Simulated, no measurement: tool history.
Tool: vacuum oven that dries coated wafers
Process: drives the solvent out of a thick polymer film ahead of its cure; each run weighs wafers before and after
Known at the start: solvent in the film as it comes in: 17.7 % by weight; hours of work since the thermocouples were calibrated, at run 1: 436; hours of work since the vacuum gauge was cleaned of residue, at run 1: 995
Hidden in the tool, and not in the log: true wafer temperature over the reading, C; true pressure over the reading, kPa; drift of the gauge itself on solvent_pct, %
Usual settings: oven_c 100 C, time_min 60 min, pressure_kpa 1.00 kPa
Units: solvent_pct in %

run   hour  oven_c  time_min  pressure_kpa  hours of work since the thermocouples were calibrated  hours of work since the vacuum gauge was cleaned of residue  solvent_pct
  1    0.0     100        60          1.00                                                    436                                                          995         1.57
  2   27.1     100        60          2.06                                                    451                                                         1009         2.31
  3   61.9     100        60          1.00                                                    469                                                         1028         1.54
  4   90.0     100        60          1.00                                                    483                                                         1042         1.53
  5  124.1     100        60          1.00                                                    501                                                         1060         1.56
  6  155.9     100        60          1.00                                                    517                                                         1076         1.56
  7  198.2     100        47          1.00                                                    539                                                         1098         2.10
  8  225.2     100        47          1.00                                                    553                                                         1112         2.13
  9  264.0     100        47          1.00                                                    574                                                         1133         2.12
 10  290.6     100        60          1.00                                                    587                                                         1146         1.49
 11  324.7      88        60          1.00                                                    605                                                         1164         4.79
 12  355.8      88        60          1.00                                                    621                                                         1180         4.84
 13  390.7      88        60          1.00                                                    639                                                         1198         4.75
 14  419.2     115        60          3.99                                                    654                                                         1213         1.88
 15  455.7     115        67          0.71                                                    673                                                         1232         0.40
 16  505.0      91        60          0.55                                                    699                                                         1258         3.24
 17  526.5      91        60          0.55                                                    710                                                         1269         3.28
 18  566.7     100        60          0.99                                                    731                                                         1290         1.50
 19  613.3     102        35          3.71                                                    755                                                         1314         4.24
 20  663.4      87        83          0.91                                                    781                                                         1340         3.55
 21  684.1     100        75          1.00                                                    792                                                         1351         1.17
 22  719.1     100        62          1.00                                                    810                                                         1369         1.40
     748.1  -- oven's thermocouples calibrated
 23  756.4     113        80          1.11                                                      4                                                         1387         0.65

5 ways to go on from here, each from the tool as it stands after run 23. What would each give?
  A  798.1     102        60          2.13                                                     26                                                         1409            ?
  B  798.1      94        60          2.23                                                     26                                                         1409            ?
  C  798.1     113        86          1.36                                                     26                                                         1409            ?
  D  798.1     113        33          2.26                                                     26                                                         1409            ?
  E  798.1     110        80          1.11                                                     26                                                         1409            ?

run  solvent_pct
  A         2.08
  B         4.01
  C         0.72
  D         1.51
  E         0.76
Without the tool's hidden state the same runs would have given:
run  solvent_pct
  A         1.95
  B         3.87
  C         0.62
  D         1.42
  E         0.64
